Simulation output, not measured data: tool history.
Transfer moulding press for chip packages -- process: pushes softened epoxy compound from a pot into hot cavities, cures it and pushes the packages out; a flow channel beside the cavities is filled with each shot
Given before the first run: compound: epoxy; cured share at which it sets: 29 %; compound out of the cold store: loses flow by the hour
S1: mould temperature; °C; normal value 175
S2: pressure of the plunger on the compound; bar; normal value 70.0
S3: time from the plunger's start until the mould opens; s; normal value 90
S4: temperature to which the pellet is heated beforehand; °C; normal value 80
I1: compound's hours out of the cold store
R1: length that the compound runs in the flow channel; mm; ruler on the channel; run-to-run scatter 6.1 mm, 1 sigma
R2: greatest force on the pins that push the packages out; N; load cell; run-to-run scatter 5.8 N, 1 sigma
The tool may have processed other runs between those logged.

{"run": 1, "hour": 0.0, "S1": 175, "S2": 70.0, "S3": 90, "S4": 80, "I1": 18.9, "R1": 1027, "R2": 433}
{"hour": 19.5, "done": "cavities cleaned with cleaning compound and waxed"}
{"run": 2, "hour": 20.3, "S1": 175, "S2": 70.0, "S3": 90, "S4": 80, "I1": 30.3, "R1": 927, "R2": 578}
{"run": 3, "hour": 34.5, "S1": 175, "S2": 57.9, "S3": 90, "S4": 80, "I1": 20.9, "R1": 895, "R2": 540}
{"run": 4, "hour": 52.7, "S1": 175, "S2": 57.9, "S3": 90, "S4": 80, "I1": 43.0, "R1": 787, "R2": 488}
{"run": 5, "hour": 77.4, "S1": 175, "S2": 57.9, "S3": 90, "S4": 80, "I1": 11.6, "R1": 946, "R2": 514}
{"run": 6, "hour": 96.5, "S1": 175, "S2": 57.9, "S3": 90, "S4": 80, "I1": 39.8, "R1": 793, "R2": 498}
{"run": 7, "hour": 116.0, "S1": 175, "S2": 57.9, "S3": 90, "S4": 80, "I1": 36.6, "R1": 800, "R2": 483}
{"hour": 122.0, "done": "cavities cleaned with cleaning compound and waxed"}
{"run": 8, "hour": 130.4, "S1": 175, "S2": 70.0, "S3": 90, "S4": 80, "I1": 44.4, "R1": 841, "R2": 257}
{"run": 9, "hour": 140.9, "S1": 175, "S2": 70.0, "S3": 89, "S4": 80, "I1": 41.5, "R1": 855, "R2": 305}
{"run": 10, "hour": 153.3, "S1": 175, "S2": 69.7, "S3": 89, "S4": 80, "I1": 27.4, "R1": 938, "R2": 355}
{"hour": 167.8, "done": "cavities cleaned with cleaning compound and waxed, once more"}
{"run": 11, "hour": 175.3, "S1": 175, "S2": 70.0, "S3": 90, "S4": 80, "I1": 35.4, "R1": 874, "R2": 263}
{"run": 12, "hour": 196.0, "S1": 175, "S2": 80.0, "S3": 90, "S4": 80, "I1": 18.1, "R1": 1041, "R2": 353}
{"run": 13, "hour": 206.8, "S1": 177, "S2": 52.6, "S3": 128, "S4": 72, "I1": 15.0, "R1": 868, "R2": 347}
{"run": 14, "hour": 227.0, "S1": 167, "S2": 60.9, "S3": 111, "S4": 75, "I1": 33.2, "R1": 867, "R2": 441}
{"run": 15, "hour": 240.1, "S1": 167, "S2": 60.9, "S3": 111, "S4": 75, "I1": 31.5, "R1": 877, "R2": 485}
{"run": 16, "hour": 265.2, "S1": 167, "S2": 60.9, "S3": 111, "S4": 75, "I1": 40.5, "R1": 822, "R2": 487}
{"hour": 270.7, "done": "cavities cleaned with cleaning compound and waxed"}
{"run": 17, "hour": 279.9, "S1": 167, "S2": 60.9, "S3": 111, "S4": 75, "I1": 31.7, "R1": 869, "R2": 291}

Estimate the outcome of run 18 from the log above:
{"run": 18, "hour": 301.3, "S1": 167, "S2": 60.9, "S3": 111, "S4": 75, "I1": 11.7, "R1": "?", "R2": "?"}

{"run 18": {"R1": 982, "R2": 399}}
With no hidden state in the tool, this same run would have given R1 1055 mm, R2 237 N.
